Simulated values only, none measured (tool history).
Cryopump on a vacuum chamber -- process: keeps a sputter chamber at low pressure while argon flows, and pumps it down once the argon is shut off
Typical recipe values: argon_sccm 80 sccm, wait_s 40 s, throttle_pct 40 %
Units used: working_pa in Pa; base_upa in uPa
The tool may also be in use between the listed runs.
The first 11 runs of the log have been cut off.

{"run": 12, "hour": 121.5, "argon_sccm": 156, "wait_s": 37, "throttle_pct": 34, "working_pa": 0.4911, "base_upa": 1.7}
{"run": 13, "hour": 136.6, "argon_sccm": 156, "wait_s": 37, "throttle_pct": 34, "working_pa": 0.4945, "base_upa": 1.72}
{"run": 14, "hour": 144.0, "argon_sccm": 156, "wait_s": 37, "throttle_pct": 34, "working_pa": 0.491, "base_upa": 1.77}
{"run": 15, "hour": 152.6, "argon_sccm": 156, "wait_s": 37, "throttle_pct": 34, "working_pa": 0.4926, "base_upa": 1.75}
{"run": 16, "hour": 162.5, "argon_sccm": 80, "wait_s": 40, "throttle_pct": 47, "working_pa": 0.1908, "base_upa": 1.71}
{"run": 17, "hour": 180.1, "argon_sccm": 80, "wait_s": 40, "throttle_pct": 40, "working_pa": 0.2221, "base_upa": 1.77}
{"run": 18, "hour": 197.8, "argon_sccm": 80, "wait_s": 152, "throttle_pct": 16, "working_pa": 0.5222, "base_upa": 1.43}
{"run": 19, "hour": 211.2, "argon_sccm": 80, "wait_s": 152, "throttle_pct": 16, "working_pa": 0.5262, "base_upa": 1.43}
{"run": 20, "hour": 226.6, "argon_sccm": 80, "wait_s": 25, "throttle_pct": 48, "working_pa": 0.1916, "base_upa": 2.16}
{"run": 21, "hour": 240.7, "argon_sccm": 145, "wait_s": 80, "throttle_pct": 45, "working_pa": 0.3729, "base_upa": 1.56}
{"hour": 255.1, "done": "leaking fittings of the chamber tightened, without venting"}
{"run": 22, "hour": 255.3, "argon_sccm": 56, "wait_s": 56, "throttle_pct": 16, "working_pa": 0.369, "base_upa": 0.64}
{"run": 23, "hour": 268.1, "argon_sccm": 52, "wait_s": 40, "throttle_pct": 40, "working_pa": 0.1505, "base_upa": 0.75}
{"hour": 277.9, "done": "pump warmed up, emptied and cooled again"}
{"run": 24, "hour": 288.1, "argon_sccm": 52, "wait_s": 40, "throttle_pct": 40, "working_pa": 0.1305, "base_upa": 0.71}
{"run": 25, "hour": 304.6, "argon_sccm": 80, "wait_s": 54, "throttle_pct": 40, "working_pa": 0.2001, "base_upa": 0.59}
{"run": 26, "hour": 314.5, "argon_sccm": 80, "wait_s": 54, "throttle_pct": 40, "working_pa": 0.2022, "base_upa": 0.56}
{"run": 27, "hour": 330.2, "argon_sccm": 80, "wait_s": 90, "throttle_pct": 23, "working_pa": 0.3476, "base_upa": 0.44}
{"run": 28, "hour": 339.1, "argon_sccm": 55, "wait_s": 90, "throttle_pct": 33, "working_pa": 0.1675, "base_upa": 0.47}
{"run": 29, "hour": 350.8, "argon_sccm": 76, "wait_s": 20, "throttle_pct": 25, "working_pa": 0.3083, "base_upa": 1.23}
{"run": 30, "hour": 364.4, "argon_sccm": 76, "wait_s": 20, "throttle_pct": 25, "working_pa": 0.3078, "base_upa": 1.28}
{"run": 31, "hour": 381.6, "argon_sccm": 91, "wait_s": 38, "throttle_pct": 25, "working_pa": 0.3698, "base_upa": 0.79}
{"run": 32, "hour": 393.6, "argon_sccm": 39, "wait_s": 38, "throttle_pct": 25, "working_pa": 0.159, "base_upa": 0.8}
{"run": 33, "hour": 409.3, "argon_sccm": 66, "wait_s": 123, "throttle_pct": 40, "working_pa": 0.1713, "base_upa": 0.44}

Branching from run 33: 4 alternative next runs. What would each branch give?
{"run": "A", "hour": 423.6, "argon_sccm": 39, "wait_s": 113, "throttle_pct": 36, "working_pa": "?", "base_upa": "?"}
{"run": "B", "hour": 423.6, "argon_sccm": 80, "wait_s": 291, "throttle_pct": 24, "working_pa": "?", "base_upa": "?"}
{"run": "C", "hour": 423.6, "argon_sccm": 75, "wait_s": 123, "throttle_pct": 23, "working_pa": "?", "base_upa": "?"}
{"run": "D", "hour": 423.6, "argon_sccm": 77, "wait_s": 40, "throttle_pct": 34, "working_pa": "?", "base_upa": "?"}

run=A working_pa=0.1114 base_upa=0.45
run=B working_pa=0.3401 base_upa=0.29
run=C working_pa=0.3339 base_upa=0.43
run=D working_pa=0.2357 base_upa=0.81
With no hidden state in the tool, these same runs would have given:
run=A working_pa=0.1063 base_upa=0.36
run=B working_pa=0.3297 base_upa=0.21
run=C working_pa=0.3241 base_upa=0.34
run=D working_pa=0.2256 base_upa=0.73

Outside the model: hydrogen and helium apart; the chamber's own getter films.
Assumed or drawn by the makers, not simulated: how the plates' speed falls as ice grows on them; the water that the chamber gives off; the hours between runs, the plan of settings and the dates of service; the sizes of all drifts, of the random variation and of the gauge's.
